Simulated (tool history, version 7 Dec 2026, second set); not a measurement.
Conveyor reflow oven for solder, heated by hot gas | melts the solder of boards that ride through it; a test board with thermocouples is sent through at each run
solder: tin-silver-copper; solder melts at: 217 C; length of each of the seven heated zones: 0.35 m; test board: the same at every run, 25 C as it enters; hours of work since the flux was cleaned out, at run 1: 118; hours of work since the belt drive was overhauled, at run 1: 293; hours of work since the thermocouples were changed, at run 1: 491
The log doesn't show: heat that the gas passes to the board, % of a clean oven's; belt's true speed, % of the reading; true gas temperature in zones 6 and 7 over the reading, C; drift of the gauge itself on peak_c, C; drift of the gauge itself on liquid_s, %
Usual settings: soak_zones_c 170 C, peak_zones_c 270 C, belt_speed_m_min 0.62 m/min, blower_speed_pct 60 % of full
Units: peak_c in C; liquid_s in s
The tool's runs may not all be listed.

run   hour  soak_zones_c  peak_zones_c  belt_speed_m_min  blower_speed_pct  hours of work since the flux was cleaned out  hours of work since the belt drive was overhauled  hours of work since the thermocouples were changed  peak_c  liquid_s
  1      0           170           270              0.62                60                                           118                                                293                                                 491   245.4      42.5
  2   30.8           170           270              0.62                60                                           136                                                311                                                 510   245.1      42.9
  3   50.6           170           270              0.62                53                                           148                                                323                                                 521   242.8      39.8
  4   87.2           170           270              0.62                60                                           170                                                345                                                 544     245      42.9
  5  130.4           170           270              0.62                60                                           197                                                371                                                 570   245.3        42
       145  -- flux residue cleaned out of gas plates and filters
  6  157.5           170           270              0.62                60                                             8                                                385                                                 583   245.7      43.4
  7  196.4           170           270             0.672                60                                            31                                                408                                                 607   241.7      35.8
  8  222.1           172           269              0.51                64                                            47                                                424                                                 622     253        61
  9  248.6           158           270             0.546                54                                            63                                                440                                                 638   246.1        46
 10  285.5           158           270             0.546                54                                            85                                                462                                                 661   245.8      45.3
 11  322.8           158           270             0.545                51                                           108                                                485                                                 683   244.6      44.1
 12  358.4           158           270             0.545                51                                           129                                                506                                                 705     244      45.4
 13  385.6           158           270             0.545                51                                           146                                                523                                                 721   244.8      44.4
 14  410.2           158           270             0.545                51                                           161                                                538                                                 736   245.4      44.6

Forecast each of these 5 alternatives for the next run:
  A  431.4           170           270             0.558                60                                           173                                                551                                                 749       ?         ?
  B  431.4           177           268             0.712                60                                           173                                                551                                                 749       ?         ?
  C  431.4           170           270             0.643                52                                           173                                                551                                                 749       ?         ?
  D  431.4           158           259             0.545                51                                           173                                                551                                                 749       ?         ?
  E  431.4           158           270             0.708                62                                           173                                                551                                                 749       ?         ?

run  peak_c  liquid_s
  A   249.6      51.8
  B   240.3      33.7
  C     240        35
  D   235.1      34.2
  E   237.9      27.7
Without the tool's hidden state the same runs would have given:
run  peak_c  liquid_s
  A   249.9      51.9
  B   240.6      33.9
  C   240.3      35.2
  D   235.4      34.5
  E   238.2        28
